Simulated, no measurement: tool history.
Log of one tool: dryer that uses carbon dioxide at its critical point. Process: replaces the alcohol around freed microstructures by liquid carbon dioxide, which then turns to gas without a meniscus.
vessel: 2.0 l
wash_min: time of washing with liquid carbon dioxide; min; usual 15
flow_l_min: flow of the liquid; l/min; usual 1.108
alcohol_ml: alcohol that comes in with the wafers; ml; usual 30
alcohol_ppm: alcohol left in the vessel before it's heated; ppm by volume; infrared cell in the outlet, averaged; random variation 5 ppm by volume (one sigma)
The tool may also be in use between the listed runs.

Run 1, hour 0: usual settings. Result: alcohol_ppm 156 ppm by volume.
Run 2, hour 25.4: usual settings but wash_min 22 min. Result: alcohol_ppm 88 ppm by volume.
Run 3, hour 54.4: usual settings but flow_l_min 1.34 l/min. Result: alcohol_ppm 115 ppm by volume.
Run 4, hour 94.5: usual settings but flow_l_min 1.34 l/min. Result: alcohol_ppm 121 ppm by volume.
Run 5, hour 133.8: usual settings but alcohol_ml 100 ml. Result: alcohol_ppm 405 ppm by volume.
Run 6, hour 155.8: usual settings but alcohol_ml 100 ml. Result: alcohol_ppm 419 ppm by volume.
Run 7, hour 204: usual settings but alcohol_ml 100 ml. Result: alcohol_ppm 438 ppm by volume.
Run 8, hour 234: usual settings but alcohol_ml 100 ml. Result: alcohol_ppm 452 ppm by volume.
Run 9, hour 260.4: usual settings but alcohol_ml 100 ml. Result: alcohol_ppm 457 ppm by volume.
Run 10, hour 291.4: usual settings but wash_min 20 min, flow_l_min 1.36 l/min. Result: alcohol_ppm 121 ppm by volume.
At hour 333.7: inlet filter changed.
Run 11, hour 337.1: usual settings but wash_min 20 min, flow_l_min 1.36 l/min. Result: alcohol_ppm 121 ppm by volume.
Run 12, hour 379.6: usual settings but wash_min 20 min, flow_l_min 0.83 l/min, alcohol_ml 24 ml. Result: alcohol_ppm 156 ppm by volume.

Forecast each of these 4 alternatives for the next run:
Run A, hour 433.2: usual settings but wash_min 14 min, flow_l_min 1.03 l/min, alcohol_ml 23 ml. Result: alcohol_ppm ?.
Run B, hour 433.2: usual settings but alcohol_ml 50 ml. Result: alcohol_ppm ?.
Run C, hour 433.2: usual settings but wash_min 16 min, flow_l_min 1.54 l/min, alcohol_ml 24 ml. Result: alcohol_ppm ?.
Run D, hour 433.2: usual settings but wash_min 10 min, flow_l_min 1.22 l/min, alcohol_ml 23 ml. Result: alcohol_ppm ?.

run  alcohol_ppm
  A          199
  B          199
  C          135
  D          279
Without the tool's hidden state the same runs would have given:
run  alcohol_ppm
  A           72
  B           71
  C           11
  D          147
